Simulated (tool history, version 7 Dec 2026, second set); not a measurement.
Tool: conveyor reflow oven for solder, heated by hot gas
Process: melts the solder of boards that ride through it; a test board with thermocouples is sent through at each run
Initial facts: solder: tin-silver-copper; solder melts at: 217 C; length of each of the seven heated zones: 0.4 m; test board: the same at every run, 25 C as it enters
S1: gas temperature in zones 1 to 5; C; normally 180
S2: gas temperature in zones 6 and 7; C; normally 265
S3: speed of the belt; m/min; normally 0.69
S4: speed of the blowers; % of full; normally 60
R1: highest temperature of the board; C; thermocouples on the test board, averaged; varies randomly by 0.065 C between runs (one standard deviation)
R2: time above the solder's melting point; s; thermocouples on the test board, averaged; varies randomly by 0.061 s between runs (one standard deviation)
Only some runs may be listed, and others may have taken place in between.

run 1 hour=0 | S1=180 S2=265 S3=0.69 S4=60 | R1=250.44 R2=53.34
run 2 hour=19.7 | S1=180 S2=265 S3=0.69 S4=60 | R1=250.36 R2=53.3
run 3 hour=42.7 | S1=180 S2=265 S3=0.69 S4=60 | R1=250.61 R2=53.4
run 4 hour=59.6 | S1=180 S2=265 S3=0.69 S4=60 | R1=250.41 R2=53.36
run 5 hour=84.2 | S1=180 S2=265 S3=0.69 S4=60 | R1=250.42 R2=53.32
run 6 hour=110.2 | S1=180 S2=265 S3=0.69 S4=60 | R1=250.42 R2=53.3
run 7 hour=144.6 | S1=180 S2=265 S3=0.69 S4=60 | R1=250.35 R2=53.26
run 8 hour=173.6 | S1=180 S2=265 S3=0.69 S4=60 | R1=250.5 R2=53.21
run 9 hour=200.5 | S1=180 S2=265 S3=0.69 S4=60 | R1=250.32 R2=53.25
run 10 hour=228.1 | S1=180 S2=265 S3=0.69 S4=60 | R1=250.35 R2=53.22
run 11 hour=262.9 | S1=180 S2=265 S3=0.69 S4=60 | R1=250.32 R2=53.12
run 12 hour=304.2 | S1=180 S2=265 S3=0.69 S4=81 | R1=254.7 R2=57.26
run 13 hour=338.8 | S1=180 S2=265 S3=0.69 S4=81 | R1=254.83 R2=57.21
run 14 hour=370.1 | S1=180 S2=265 S3=0.69 S4=81 | R1=254.84 R2=57.13
run 15 hour=394.8 | S1=180 S2=265 S3=0.69 S4=81 | R1=254.74 R2=57.27
run 16 hour=428 | S1=180 S2=265 S3=0.69 S4=58 | R1=249.85 R2=52.51
run 17 hour=463 | S1=172 S2=276 S3=0.688 S4=90 | R1=265.38 R2=60.13
run 18 hour=484.7 | S1=181 S2=265 S3=0.596 S4=60 | R1=254.39 R2=66.22
run 19 hour=506.5 | S1=176 S2=267 S3=0.8 S4=55 | R1=244.24 R2=38.73
run 20 hour=546.7 | S1=189 S2=273 S3=0.69 S4=60 | R1=258.66 R2=61.79
run 21 hour=573.3 | S1=189 S2=257 S3=0.781 S4=57 | R1=240.88 R2=42.03
run 22 hour=596.1 | S1=180 S2=261 S3=0.69 S4=63 | R1=247.5 R2=51.44
-- hour=611.7 flux residue cleaned out of gas plates and filters
run 23 hour=633.6 | S1=177 S2=265 S3=0.564 S4=87 | R1=260.58 R2=74.52
run 24 hour=669 | S1=177 S2=265 S3=0.72 S4=77 | R1=254.15 R2=53.28
run 25 hour=704.4 | S1=166 S2=265 S3=0.72 S4=58 | R1=247.17 R2=44.17
run 26 hour=726.3 | S1=180 S2=279 S3=0.584 S4=60 | R1=268.9 R2=75.7
run 27 hour=745.8 | S1=189 S2=265 S3=0.69 S4=60 | R1=253.29 R2=59.04
run 28 hour=782 | S1=183 S2=265 S3=0.69 S4=60 | R1=252.27 R2=56.05
run 29 hour=809.6 | S1=183 S2=273 S3=0.711 S4=55 | R1=256.61 R2=56.47
run 30 hour=839.9 | S1=166 S2=265 S3=0.69 S4=60 | R1=249.26 R2=48.16
run 31 hour=859.9 | S1=180 S2=265 S3=0.69 S4=74 | R1=254.91 R2=57.33

Selected run-to-run steps in R1, each split into two signed amounts: the part the tool would show with no hidden state at all (from settings, incoming material and random variation), and the remainder, which goes to the hidden state together with any gauge scatter not common to the measured and the hidden-state-free results:
Hidden state at play: heat that the gas passes to the board, % of a clean oven's; belt's true speed, % of the reading; true gas temperature in zones 6 and 7 over the reading, C; drift of the gauge itself on peak_c, C; drift of the gauge itself on liquid_s, %.
Run 17 -> 18: S1 172 -> 181, S2 276 -> 265, S3 0.688 -> 0.596, S4 90 -> 60. R1 -10.99 C: hidden state +0.56, all else -11.55.
Run 18 -> 19: S1 181 -> 176, S2 265 -> 267, S3 0.596 -> 0.8, S4 60 -> 55. R1 -10.15 C: hidden state -0.47, all else -9.68.
Run 20 -> 21: S2 273 -> 257, S3 0.69 -> 0.781, S4 60 -> 57. R1 -17.78 C: hidden state -0.06, all else -17.72.
Run 22 -> 23: S1 180 -> 177, S2 261 -> 265, S3 0.69 -> 0.564, S4 63 -> 87, flux residue cleaned out of gas plates and filters. R1 +13.08 C: hidden state +1.48, all else +11.6.
Run 25 -> 26: S1 166 -> 180, S2 265 -> 279, S3 0.72 -> 0.584, S4 58 -> 60. R1 +21.73 C: hidden state +0.05, all else +21.68.
Run 26 -> 27: S1 180 -> 189, S2 279 -> 265, S3 0.584 -> 0.69. R1 -15.61 C: hidden state -0.08, all else -15.53.
